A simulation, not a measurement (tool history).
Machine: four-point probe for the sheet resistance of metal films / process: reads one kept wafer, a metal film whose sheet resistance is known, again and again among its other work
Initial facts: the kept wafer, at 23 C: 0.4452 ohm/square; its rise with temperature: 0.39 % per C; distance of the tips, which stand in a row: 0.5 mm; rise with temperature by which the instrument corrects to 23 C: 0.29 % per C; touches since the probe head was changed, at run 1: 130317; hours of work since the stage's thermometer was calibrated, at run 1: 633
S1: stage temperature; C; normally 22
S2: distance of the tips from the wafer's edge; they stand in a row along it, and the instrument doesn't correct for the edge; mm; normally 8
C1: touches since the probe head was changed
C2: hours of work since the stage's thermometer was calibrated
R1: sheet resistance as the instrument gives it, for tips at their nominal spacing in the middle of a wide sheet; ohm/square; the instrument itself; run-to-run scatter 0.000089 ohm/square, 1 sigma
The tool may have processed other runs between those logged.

run 1 day=0 | S1=22 S2=8 | C1=130317 C2=633 | R1=0.441421
run 2 day=0.5 | S1=22 S2=8 | C1=131002 C2=641 | R1=0.441419
run 3 day=0.967 | S1=22 S2=8 | C1=131646 C2=648 | R1=0.441251
run 4 day=1.792 | S1=25 S2=8 | C1=132780 C2=661 | R1=0.442481
run 5 day=2.812 | S1=22 S2=8 | C1=134185 C2=677 | R1=0.441272
run 6 day=3.958 | S1=22 S2=8 | C1=135762 C2=695 | R1=0.441147
run 7 day=4.617 | S1=22 S2=8 | C1=136668 C2=705 | R1=0.44131
run 8 day=5.204 | S1=22 S2=8 | C1=137474 C2=714 | R1=0.441216
run 9 day=6.304 | S1=30 S2=59 | C1=138987 C2=732 | R1=0.44345
-- day=6.429 stage's thermometer calibrated
run 10 day=7.433 | S1=22 S2=29 | C1=140510 C2=16 | R1=0.440208
-- day=8.121 stage's thermometer calibrated, once more
run 11 day=8.346 | S1=22 S2=22 | C1=141735 C2=3 | R1=0.440207
run 12 day=9.258 | S1=22 S2=22 | C1=142993 C2=18 | R1=0.440268
run 13 day=9.829 | S1=22 S2=22 | C1=143780 C2=27 | R1=0.440224
run 14 day=10.95 | S1=22 S2=12 | C1=145320 C2=44 | R1=0.440512
run 15 day=11.596 | S1=22 S2=12 | C1=146206 C2=55 | R1=0.440478

Predict each of these 5 candidate next runs independently; none follows another, all start after run 15:
run A day=12.492 | S1=32 S2=12 | C1=147439 C2=69 | R1=?
run B day=12.492 | S1=22 S2=5 | C1=147439 C2=69 | R1=?
run C day=12.492 | S1=29 S2=12 | C1=147439 C2=69 | R1=?
run D day=12.492 | S1=29 S2=5 | C1=147439 C2=69 | R1=?
run E day=12.492 | S1=31 S2=24 | C1=147439 C2=69 | R1=?

run=A R1=0.444635
run=B R1=0.442287
run=C R1=0.443237
run=D R1=0.445158
run=E R1=0.443877
The same runs, with their run-to-run variation unchanged, on a tool lacking any hidden condition would have given:
run=A R1=0.449387
run=B R1=0.447015
run=C R1=0.447974
run=D R1=0.449915
run=E R1=0.448621
